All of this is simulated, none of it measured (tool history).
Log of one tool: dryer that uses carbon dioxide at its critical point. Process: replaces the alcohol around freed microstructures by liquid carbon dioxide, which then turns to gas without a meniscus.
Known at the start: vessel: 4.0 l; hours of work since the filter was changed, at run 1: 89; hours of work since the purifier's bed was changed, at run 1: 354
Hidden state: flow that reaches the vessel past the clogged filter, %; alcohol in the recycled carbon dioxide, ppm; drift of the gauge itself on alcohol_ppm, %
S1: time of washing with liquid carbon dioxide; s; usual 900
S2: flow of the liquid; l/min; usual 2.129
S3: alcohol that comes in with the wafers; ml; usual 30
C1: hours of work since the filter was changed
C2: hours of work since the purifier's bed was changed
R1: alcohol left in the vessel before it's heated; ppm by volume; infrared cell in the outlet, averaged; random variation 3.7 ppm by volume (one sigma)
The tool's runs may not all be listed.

Run 1, hour 0: usual settings; C1 89; C2 354. Result: R1 40 ppm by volume.
Run 2, hour 21.8: usual settings; C1 98; C2 363. Result: R1 36 ppm by volume.
Run 3, hour 40.4: usual settings; C1 106; C2 371. Result: R1 38 ppm by volume.
Run 4, hour 64.5: usual settings but S3 36 ml; C1 116; C2 381. Result: R1 41 ppm by volume.
Run 5, hour 81.5: usual settings but S3 36 ml; C1 123; C2 388. Result: R1 36 ppm by volume.
Run 6, hour 114.3: usual settings; C1 136; C2 401. Result: R1 43 ppm by volume.
Run 7, hour 143.6: usual settings; C1 148; C2 413. Result: R1 46 ppm by volume.
Run 8, hour 165: usual settings but S3 45 ml; C1 157; C2 422. Result: R1 51 ppm by volume.
Run 9, hour 195.3: usual settings but S3 45 ml; C1 170; C2 435. Result: R1 49 ppm by volume.
Run 10, hour 219: usual settings; C1 179; C2 444. Result: R1 35 ppm by volume.
Run 11, hour 248: usual settings; C1 191; C2 456. Result: R1 47 ppm by volume.
Run 12, hour 275.7: usual settings; C1 203; C2 468. Result: R1 36 ppm by volume.
Run 13, hour 294.6: usual settings; C1 210; C2 475. Result: R1 50 ppm by volume.
Run 14, hour 327.2: usual settings but S3 38 ml; C1 224; C2 489. Result: R1 46 ppm by volume.
Run 15, hour 355.5: usual settings but S3 38 ml; C1 235; C2 500. Result: R1 54 ppm by volume.
Run 16, hour 372: usual settings but S1 780 s, S2 2.12 l/min, S3 110 ml; C1 242; C2 507. Result: R1 127 ppm by volume.
Run 17, hour 391.8: usual settings but S1 540 s, S2 2.47 l/min; C1 250; C2 515. Result: R1 108 ppm by volume.
Run 18, hour 414.7: usual settings but S1 1020 s, S2 1.81 l/min, S3 47 ml; C1 260; C2 525. Result: R1 58 ppm by volume.
Run 19, hour 440.1: usual settings but S1 1020 s, S2 1.81 l/min, S3 47 ml; C1 270; C2 535. Result: R1 67 ppm by volume.
Run 20, hour 455.3: usual settings but S1 1020 s, S2 1.81 l/min, S3 47 ml; C1 276; C2 542. Result: R1 64 ppm by volume.
Run 21, hour 488.2: usual settings but S1 1020 s, S2 1.81 l/min, S3 47 ml; C1 290; C2 555. Result: R1 66 ppm by volume.
Run 22, hour 520.7: usual settings but S1 960 s, S2 1.61 l/min, S3 31 ml; C1 303; C2 569. Result: R1 82 ppm by volume.
Run 23, hour 547.5: usual settings but S2 1.92 l/min, S3 33 ml; C1 314; C2 580. Result: R1 67 ppm by volume.
Run 24, hour 579.2: usual settings but S1 600 s, S2 2.68 l/min, S3 34 ml; C1 327; C2 593. Result: R1 67 ppm by volume.
Run 25, hour 595.7: usual settings but S1 600 s, S2 2.68 l/min, S3 34 ml; C1 334; C2 599. Result: R1 74 ppm by volume.
Run 26, hour 617.1: usual settings but S1 840 s, S2 2.85 l/min, S3 24 ml; C1 343; C2 608. Result: R1 50 ppm by volume.

Hidden state or all else? Some run-to-run changes of R1, split into what the settings, what came in and random variation would give without the hidden state, and what is left for the hidden state (with any gauge scatter that isn't in both results):
Run 15 -> 16: S1 900 -> 780, S2 2.129 -> 2.12, S3 38 -> 110. R1 +73 ppm by volume: hidden state +15, all else +58.
Run 17 -> 18: S1 540 -> 1020, S2 2.47 -> 1.81, S3 30 -> 47. R1 -50 ppm by volume: hidden state -6, all else -44.
Run 25 -> 26: S1 600 -> 840, S2 2.68 -> 2.85, S3 34 -> 24. R1 -24 ppm by volume: hidden state -8, all else -16.

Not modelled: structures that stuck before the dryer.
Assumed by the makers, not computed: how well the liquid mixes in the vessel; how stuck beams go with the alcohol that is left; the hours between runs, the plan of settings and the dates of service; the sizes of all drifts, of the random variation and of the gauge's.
